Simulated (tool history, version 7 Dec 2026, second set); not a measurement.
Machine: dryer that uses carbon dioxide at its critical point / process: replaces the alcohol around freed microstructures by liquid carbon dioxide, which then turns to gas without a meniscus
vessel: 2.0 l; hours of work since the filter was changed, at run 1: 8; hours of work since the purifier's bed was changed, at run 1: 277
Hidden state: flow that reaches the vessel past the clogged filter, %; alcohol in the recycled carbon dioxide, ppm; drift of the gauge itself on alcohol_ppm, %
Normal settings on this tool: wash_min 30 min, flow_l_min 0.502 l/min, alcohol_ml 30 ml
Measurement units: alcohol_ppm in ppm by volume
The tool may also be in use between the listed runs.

run   hour  wash_min  flow_l_min  alcohol_ml  hours of work since the filter was changed  hours of work since the purifier's bed was changed  alcohol_ppm
  1      0        30       0.502          30                                           8                                                 277           90
  2   28.8        30       0.502          30                                          21                                                 290           89
  3   48.6        30       0.502          30                                          30                                                 299           88
  4   70.8        30       0.502          30                                          39                                                 309           97
  5   86.7        30       0.502          30                                          47                                                 316           96
  6  108.2        30       0.502          30                                          56                                                 325           93
  7  127.4        30       0.502          30                                          65                                                 334          102
  8    151        30       0.502          30                                          75                                                 344          100
  9  188.6        26       0.502          30                                          92                                                 361          170
 10  214.4        30       0.502          30                                         103                                                 372          123
 11  249.3        30       0.502          30                                         119                                                 388          116
 12    274        30       0.502          30                                         129                                                 399          139
 13  289.9        30       0.502          30                                         137                                                 406          134
 14  305.7        30       0.502          26                                         144                                                 413          132
 15  326.8        32       0.502          26                                         153                                                 422          115
 16  364.7        43       0.336          26                                         170                                                 439          154
 17  386.4        20       0.478          21                                         179                                                 449          438
 18  421.1        25       0.798          24                                         195                                                 464           82
     423.7  -- inlet filter changed
 19  438.6        25       0.502          33                                           7                                                 471          196
 20  469.7        38       0.716          30                                          20                                                 485           77
 21  500.9        22       0.716          53                                          34                                                 499          138
 22    532        30       0.672          30                                          48                                                 513           83
 23  548.5        30       0.672          30                                          55                                                 520           85
 24    581        30       0.672          30                                          70                                                 534           86
 25  601.7        30       0.672          30                                          79                                                 543           92
 26  633.6        30       0.618          26                                          93                                                 558          103
 27  670.9        35       0.645          24                                         109                                                 574           96
 28  688.6        35       0.645          24                                         117                                                 582           94

How the hidden state differs across the entries between the runs, from the last listed run before each to the first after it:
Runs 18 to 19: inlet filter changed (hour 423.7)
  flow that reaches the vessel past the clogged filter, %: 86.6 -> 99.5; alcohol in the recycled carbon dioxide, ppm: 70.1 -> 71
  measured value less the no-hidden-state value, alcohol_ppm: +73 -> +70 ppm by volume
